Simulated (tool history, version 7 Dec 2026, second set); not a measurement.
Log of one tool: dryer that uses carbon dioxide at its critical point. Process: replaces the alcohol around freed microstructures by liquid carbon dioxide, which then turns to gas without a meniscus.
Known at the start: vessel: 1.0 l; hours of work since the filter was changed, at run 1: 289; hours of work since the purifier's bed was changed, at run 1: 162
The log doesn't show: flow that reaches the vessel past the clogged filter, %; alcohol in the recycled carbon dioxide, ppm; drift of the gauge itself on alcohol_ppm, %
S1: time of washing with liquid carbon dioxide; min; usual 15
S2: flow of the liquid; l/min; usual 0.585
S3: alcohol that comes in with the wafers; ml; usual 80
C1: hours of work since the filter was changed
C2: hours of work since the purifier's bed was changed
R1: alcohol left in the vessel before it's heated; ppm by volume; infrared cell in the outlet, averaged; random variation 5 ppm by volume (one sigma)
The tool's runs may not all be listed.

{"run": 1, "hour": 0.0, "S1": 15, "S2": 0.585, "S3": 80, "C1": 289, "C2": 162, "R1": 67}
{"run": 2, "hour": 18.5, "S1": 15, "S2": 0.585, "S3": 80, "C1": 295, "C2": 169, "R1": 52}
{"run": 3, "hour": 27.4, "S1": 15, "S2": 0.585, "S3": 80, "C1": 298, "C2": 171, "R1": 57}
{"run": 4, "hour": 47.0, "S1": 15, "S2": 0.585, "S3": 80, "C1": 305, "C2": 178, "R1": 68}
{"run": 5, "hour": 63.0, "S1": 15, "S2": 0.585, "S3": 80, "C1": 310, "C2": 183, "R1": 77}
{"run": 6, "hour": 78.2, "S1": 15, "S2": 0.947, "S3": 80, "C1": 315, "C2": 188, "R1": 35}
{"run": 7, "hour": 93.1, "S1": 15, "S2": 0.947, "S3": 80, "C1": 320, "C2": 193, "R1": 50}
{"run": 8, "hour": 105.8, "S1": 15, "S2": 0.539, "S3": 80, "C1": 324, "C2": 197, "R1": 92}
{"run": 9, "hour": 127.7, "S1": 15, "S2": 0.539, "S3": 80, "C1": 331, "C2": 204, "R1": 99}
{"run": 10, "hour": 138.8, "S1": 11, "S2": 0.585, "S3": 80, "C1": 335, "C2": 208, "R1": 266}
{"run": 11, "hour": 149.8, "S1": 11, "S2": 0.585, "S3": 80, "C1": 339, "C2": 212, "R1": 268}
{"run": 12, "hour": 166.6, "S1": 11, "S2": 0.585, "S3": 80, "C1": 344, "C2": 217, "R1": 277}
{"run": 13, "hour": 180.7, "S1": 15, "S2": 0.567, "S3": 58, "C1": 349, "C2": 222, "R1": 71}

3 ways to go on from here, each from the tool as it stands after run 13. What would each give?
{"run": "A", "hour": 193.0, "S1": 9, "S2": 0.543, "S3": 24, "C1": 353, "C2": 226, "R1": "?"}
{"run": "B", "hour": 193.0, "S1": 15, "S2": 0.41, "S3": 80, "C1": 353, "C2": 226, "R1": "?"}
{"run": "C", "hour": 193.0, "S1": 17, "S2": 0.567, "S3": 58, "C1": 353, "C2": 226, "R1": "?"}

run=A R1=349
run=B R1=372
run=C R1=65
Without the tool's hidden state the same runs would have given:
run=A R1=248
run=B R1=254
run=C R1=16
